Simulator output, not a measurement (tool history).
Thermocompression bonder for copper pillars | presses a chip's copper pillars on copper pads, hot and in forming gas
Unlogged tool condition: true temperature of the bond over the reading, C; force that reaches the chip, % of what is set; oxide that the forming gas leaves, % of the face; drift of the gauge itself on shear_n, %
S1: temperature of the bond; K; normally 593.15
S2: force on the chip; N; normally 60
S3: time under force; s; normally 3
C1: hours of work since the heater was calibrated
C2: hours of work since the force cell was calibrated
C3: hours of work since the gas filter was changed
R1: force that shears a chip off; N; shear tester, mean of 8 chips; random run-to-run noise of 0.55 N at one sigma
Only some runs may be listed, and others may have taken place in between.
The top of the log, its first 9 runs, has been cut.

| run | hour | S1 | S2 | S3 | C1 | C2 | C3 | R1 |
|---|---|---|---|---|---|---|---|---|
| 10 | 531.4 | 593.15 | 60 | 3 | 531 | 245 | 105 | 53.1 |
| 11 | 605.8 | 593.15 | 60 | 3 | 584 | 298 | 158 | 53.6 |
|  | 626.7 | forming gas filter changed |
| 12 | 650.1 | 593.15 | 60 | 3 | 615 | 329 | 17 | 53.1 |
| 13 | 719.6 | 593.15 | 52 | 3 | 664 | 379 | 66 | 48.0 |
| 14 | 783.9 | 593.15 | 52 | 3 | 710 | 424 | 112 | 48.0 |
| 15 | 827.9 | 593.15 | 52 | 3 | 741 | 455 | 143 | 46.3 |
|  | 867.9 | forming gas filter changed |
| 16 | 880.8 | 593.15 | 52 | 3 | 778 | 493 | 9 | 47.5 |
| 17 | 927.1 | 593.15 | 52 | 4 | 811 | 526 | 42 | 51.8 |
| 18 | 975.5 | 571.15 | 52 | 4 | 846 | 560 | 76 | 42.5 |
| 19 | 1016.3 | 571.15 | 52 | 4 | 875 | 589 | 105 | 42.4 |
| 20 | 1064.0 | 571.15 | 52 | 4 | 909 | 623 | 139 | 42.3 |
| 21 | 1100.2 | 612.15 | 55 | 3 | 934 | 649 | 165 | 58.0 |
|  | 1109.6 | forming gas filter changed |
| 22 | 1137.1 | 612.15 | 55 | 3 | 960 | 674 | 19 | 59.2 |
| 23 | 1175.8 | 603.15 | 60 | 4 | 988 | 702 | 47 | 62.9 |
| 24 | 1220.1 | 563.15 | 60 | 3 | 1019 | 733 | 78 | 37.4 |

The next listed run, before its measurement:
| 25 | 1289.1 | 605.15 | 60 | 3 | 1068 | 782 | 128 | ? |

{"run 25": {"R1": 59.2}}
On a tool with no hidden condition, and with the same random variation, this run would have come out at R1 59.1 N.
